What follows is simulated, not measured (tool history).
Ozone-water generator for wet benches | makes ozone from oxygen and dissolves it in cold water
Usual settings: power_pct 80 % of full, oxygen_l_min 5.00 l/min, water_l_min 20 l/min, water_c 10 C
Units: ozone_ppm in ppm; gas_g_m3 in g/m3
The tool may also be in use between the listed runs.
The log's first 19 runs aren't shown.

run	hour	power_pct	oxygen_l_min	water_l_min	water_c	ozone_ppm	gas_g_m3
20	1011.3	75	6.46	17	10	29.8	176.9
21	1084.1	75	6.46	17	10	29.4	176.4
22	1161.7	44	8.38	17	10	17.7	94.2
23	1198.3	80	4.99	23	6	25.9	221.8
24	1250.6	80	3.95	23	13	23.9	253.3
25	1326.7	67	4.75	21	8	23.3	196.3
26	1401.6	71	5.42	21	8	24.6	189.4
27	1450.1	46	5.00	14	10	22.9	136.2
28	1522.9	46	5.00	14	10	22.9	136.8
29	1580.9	46	2.55	14	10	23.1	207.3
30	1621.6	46	2.55	14	10	22.8	208.9
31	1688.0	62	7.04	20	10	21.5	141.6
32	1759.7	62	7.04	20	10	22.0	141.2

5 ways to go on from here, each from the tool as it stands after run 32. What would each give?
A	1795.8	64	7.04	20	17	?	?
B	1795.8	80	5.00	14	5	?	?
C	1795.8	62	3.95	20	10	?	?
D	1795.8	80	5.00	20	15	?	?
E	1795.8	89	3.99	20	7	?	?

run	ozone_ppm	gas_g_m3
A	20.1	144.9
B	38.8	218.6
C	21.9	202.7
D	26.3	217.8
E	31.1	275.1
Without the tool's hidden state the same runs would have given:
run	ozone_ppm	gas_g_m3
A	21.5	153.5
B	41.9	234.2
C	23.3	214.3
D	28.4	233.5
E	33.8	296.5

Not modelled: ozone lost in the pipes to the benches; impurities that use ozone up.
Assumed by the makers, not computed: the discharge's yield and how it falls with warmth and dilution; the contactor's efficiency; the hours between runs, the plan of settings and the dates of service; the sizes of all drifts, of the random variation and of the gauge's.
